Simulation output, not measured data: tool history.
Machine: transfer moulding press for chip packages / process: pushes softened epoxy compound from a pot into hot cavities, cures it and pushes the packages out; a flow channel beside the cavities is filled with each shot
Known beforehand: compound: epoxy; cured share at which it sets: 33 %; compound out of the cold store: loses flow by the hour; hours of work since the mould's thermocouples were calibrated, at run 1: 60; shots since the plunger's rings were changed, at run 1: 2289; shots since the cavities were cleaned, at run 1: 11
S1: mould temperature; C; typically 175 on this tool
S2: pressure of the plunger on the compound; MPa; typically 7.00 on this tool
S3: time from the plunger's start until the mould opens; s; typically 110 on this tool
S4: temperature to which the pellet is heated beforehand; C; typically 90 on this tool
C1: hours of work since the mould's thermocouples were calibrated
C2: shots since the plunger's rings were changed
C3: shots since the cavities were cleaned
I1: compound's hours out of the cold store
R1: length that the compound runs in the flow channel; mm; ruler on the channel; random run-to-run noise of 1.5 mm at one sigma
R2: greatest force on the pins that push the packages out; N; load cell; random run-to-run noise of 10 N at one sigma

{"run": 1, "hour": 0.0, "S1": 175, "S2": 7.0, "S3": 110, "S4": 90, "C1": 60, "C2": 2289, "C3": 11, "I1": 13.6, "R1": 541, "R2": 509}
{"run": 2, "hour": 32.4, "S1": 175, "S2": 7.0, "S3": 110, "S4": 90, "C1": 74, "C2": 2533, "C3": 255, "I1": 44.0, "R1": 487, "R2": 595}
{"run": 3, "hour": 63.5, "S1": 175, "S2": 7.0, "S3": 110, "S4": 90, "C1": 87, "C2": 2768, "C3": 490, "I1": 33.0, "R1": 505, "R2": 703}
{"hour": 81.2, "done": "cavities cleaned with cleaning compound and waxed"}
{"run": 4, "hour": 108.2, "S1": 175, "S2": 7.0, "S3": 110, "S4": 90, "C1": 105, "C2": 3093, "C3": 204, "I1": 10.6, "R1": 543, "R2": 638}
{"run": 5, "hour": 143.1, "S1": 175, "S2": 7.0, "S3": 110, "S4": 90, "C1": 120, "C2": 3355, "C3": 466, "I1": 27.6, "R1": 508, "R2": 715}
{"hour": 163.6, "done": "cavities cleaned with cleaning compound and waxed"}
{"run": 6, "hour": 168.9, "S1": 175, "S2": 7.0, "S3": 110, "S4": 90, "C1": 131, "C2": 3539, "C3": 40, "I1": 20.5, "R1": 520, "R2": 527}
{"run": 7, "hour": 187.4, "S1": 175, "S2": 5.85, "S3": 110, "S4": 90, "C1": 139, "C2": 3677, "C3": 178, "I1": 20.0, "R1": 476, "R2": 614}
{"run": 8, "hour": 224.8, "S1": 175, "S2": 7.0, "S3": 110, "S4": 90, "C1": 154, "C2": 3959, "C3": 460, "I1": 25.1, "R1": 509, "R2": 703}
{"hour": 246.4, "done": "cavities cleaned with cleaning compound and waxed"}
{"run": 9, "hour": 259.7, "S1": 175, "S2": 7.0, "S3": 110, "S4": 90, "C1": 169, "C2": 4211, "C3": 101, "I1": 30.2, "R1": 500, "R2": 548}
{"run": 10, "hour": 281.0, "S1": 175, "S2": 7.0, "S3": 110, "S4": 90, "C1": 178, "C2": 4371, "C3": 261, "I1": 24.5, "R1": 510, "R2": 637}
{"run": 11, "hour": 318.0, "S1": 175, "S2": 7.0, "S3": 110, "S4": 90, "C1": 194, "C2": 4650, "C3": 540, "I1": 42.7, "R1": 476, "R2": 711}
{"hour": 326.9, "done": "cavities cleaned with cleaning compound and waxed"}
{"run": 12, "hour": 343.8, "S1": 175, "S2": 7.0, "S3": 110, "S4": 82, "C1": 204, "C2": 4833, "C3": 127, "I1": 42.4, "R1": 477, "R2": 552}
{"run": 13, "hour": 370.4, "S1": 175, "S2": 5.8, "S3": 110, "S4": 90, "C1": 215, "C2": 5033, "C3": 327, "I1": 37.8, "R1": 438, "R2": 677}
{"run": 14, "hour": 393.0, "S1": 175, "S2": 5.8, "S3": 110, "S4": 90, "C1": 225, "C2": 5203, "C3": 497, "I1": 10.9, "R1": 479, "R2": 745}
{"hour": 409.4, "done": "cavities cleaned with cleaning compound and waxed"}
{"run": 15, "hour": 438.8, "S1": 175, "S2": 5.8, "S3": 110, "S4": 90, "C1": 244, "C2": 5537, "C3": 221, "I1": 46.2, "R1": 425, "R2": 612}
{"hour": 445.1, "done": "plunger's sealing rings changed"}
{"run": 16, "hour": 477.1, "S1": 178, "S2": 7.0, "S3": 102, "S4": 90, "C1": 259, "C2": 242, "C3": 491, "I1": 9.2, "R1": 556, "R2": 722}
{"hour": 493.6, "done": "cavities cleaned with cleaning compound and waxed"}
{"run": 17, "hour": 508.9, "S1": 178, "S2": 7.0, "S3": 102, "S4": 90, "C1": 272, "C2": 470, "C3": 116, "I1": 21.8, "R1": 531, "R2": 560}
{"run": 18, "hour": 543.7, "S1": 178, "S2": 7.0, "S3": 102, "S4": 90, "C1": 287, "C2": 732, "C3": 378, "I1": 31.8, "R1": 514, "R2": 658}
{"hour": 576.5, "done": "cavities cleaned with cleaning compound and waxed"}
{"run": 19, "hour": 577.3, "S1": 175, "S2": 7.0, "S3": 115, "S4": 99, "C1": 300, "C2": 973, "C3": 6, "I1": 29.1, "R1": 519, "R2": 463}
{"run": 20, "hour": 615.8, "S1": 169, "S2": 5.82, "S3": 107, "S4": 85, "C1": 317, "C2": 1263, "C3": 296, "I1": 26.8, "R1": 482, "R2": 973}
{"run": 21, "hour": 636.2, "S1": 171, "S2": 7.0, "S3": 110, "S4": 90, "C1": 326, "C2": 1417, "C3": 450, "I1": 28.1, "R1": 520, "R2": 853}
{"hour": 660.0, "done": "cavities cleaned with cleaning compound and waxed"}
{"run": 22, "hour": 675.5, "S1": 171, "S2": 7.0, "S3": 110, "S4": 90, "C1": 342, "C2": 1701, "C3": 116, "I1": 20.7, "R1": 532, "R2": 686}
{"run": 23, "hour": 702.1, "S1": 171, "S2": 7.0, "S3": 110, "S4": 90, "C1": 353, "C2": 1902, "C3": 317, "I1": 45.8, "R1": 492, "R2": 800}

Hidden state at the last listed run before each entry between runs and at the first one after, where it differs:
Between runs 3 and 4: cavities cleaned with cleaning compound and waxed (hour 81.2)
  true mould temperature over the reading, C: 0 -> -0.02; pressure that reaches the compound, % of what is set: 94.05 -> 93.36; grip of the stained cavities, % over clean ones': 51 -> 32.8
  measured result minus the result with no hidden state, R1: -15 -> -19 mm; R2: +239 -> +159 N
Between runs 5 and 6: cavities cleaned with cleaning compound and waxed (hour 163.6)
  true mould temperature over the reading, C: -0.04 -> -0.06; pressure that reaches the compound, % of what is set: 92.85 -> 92.45; grip of the stained cavities, % over clean ones': 51.1 -> 10.5
  measured result minus the result with no hidden state, R1: -19 -> -20 mm; R2: +243 -> +51 N
Between runs 8 and 9: cavities cleaned with cleaning compound and waxed (hour 246.4)
  true mould temperature over the reading, C: -0.09 -> -0.11; pressure that reaches the compound, % of what is set: 91.54 -> 91.06; grip of the stained cavities, % over clean ones': 51.4 -> 18.5
  measured result minus the result with no hidden state, R1: -23 -> -24 mm; R2: +240 -> +88 N
Between runs 11 and 12: cavities cleaned with cleaning compound and waxed (hour 326.9)
  true mould temperature over the reading, C: -0.14 -> -0.16; pressure that reaches the compound, % of what is set: 90.17 -> 89.8; grip of the stained cavities, % over clean ones': 54.4 -> 21
  measured result minus the result with no hidden state, R1: -25 -> -26 mm; R2: +252 -> +99 N
Between runs 14 and 15: cavities cleaned with cleaning compound and waxed (hour 409.4)
  true mould temperature over the reading, C: -0.19 -> -0.22; pressure that reaches the compound, % of what is set: 89 -> 88.3; grip of the stained cavities, % over clean ones': 51.2 -> 32.7
  measured result minus the result with no hidden state, R1: -28 -> -27 mm; R2: +256 -> +155 N
Between runs 15 and 16: plunger's sealing rings changed (hour 445.1)
  true mould temperature over the reading, C: -0.22 -> -0.24; pressure that reaches the compound, % of what is set: 88.3 -> 99.06; grip of the stained cavities, % over clean ones': 32.7 -> 51.9
  measured result minus the result with no hidden state, R1: -27 -> -2 mm; R2: +155 -> +252 N
Between runs 16 and 17: cavities cleaned with cleaning compound and waxed (hour 493.6)
  true mould temperature over the reading, C: -0.24 -> -0.26; pressure that reaches the compound, % of what is set: 99.06 -> 98.59; grip of the stained cavities, % over clean ones': 51.9 -> 19.6
  measured result minus the result with no hidden state, R1: -2 -> -3 mm; R2: +252 -> +96 N
Between runs 18 and 19: cavities cleaned with cleaning compound and waxed (hour 576.5)
  true mould temperature over the reading, C: -0.28 -> -0.3; pressure that reaches the compound, % of what is set: 98.02 -> 97.44; grip of the stained cavities, % over clean ones': 45 -> 2.4
  measured result minus the result with no hidden state, R1: -5 -> -6 mm; R2: +208 -> +14 N
Between runs 21 and 22: cavities cleaned with cleaning compound and waxed (hour 660.0)
  true mould temperature over the reading, C: -0.33 -> -0.36; pressure that reaches the compound, % of what is set: 96.4 -> 95.79; grip of the stained cavities, % over clean ones': 49.7 -> 18.7
  measured result minus the result with no hidden state, R1: -10 -> -11 mm; R2: +292 -> +120 N

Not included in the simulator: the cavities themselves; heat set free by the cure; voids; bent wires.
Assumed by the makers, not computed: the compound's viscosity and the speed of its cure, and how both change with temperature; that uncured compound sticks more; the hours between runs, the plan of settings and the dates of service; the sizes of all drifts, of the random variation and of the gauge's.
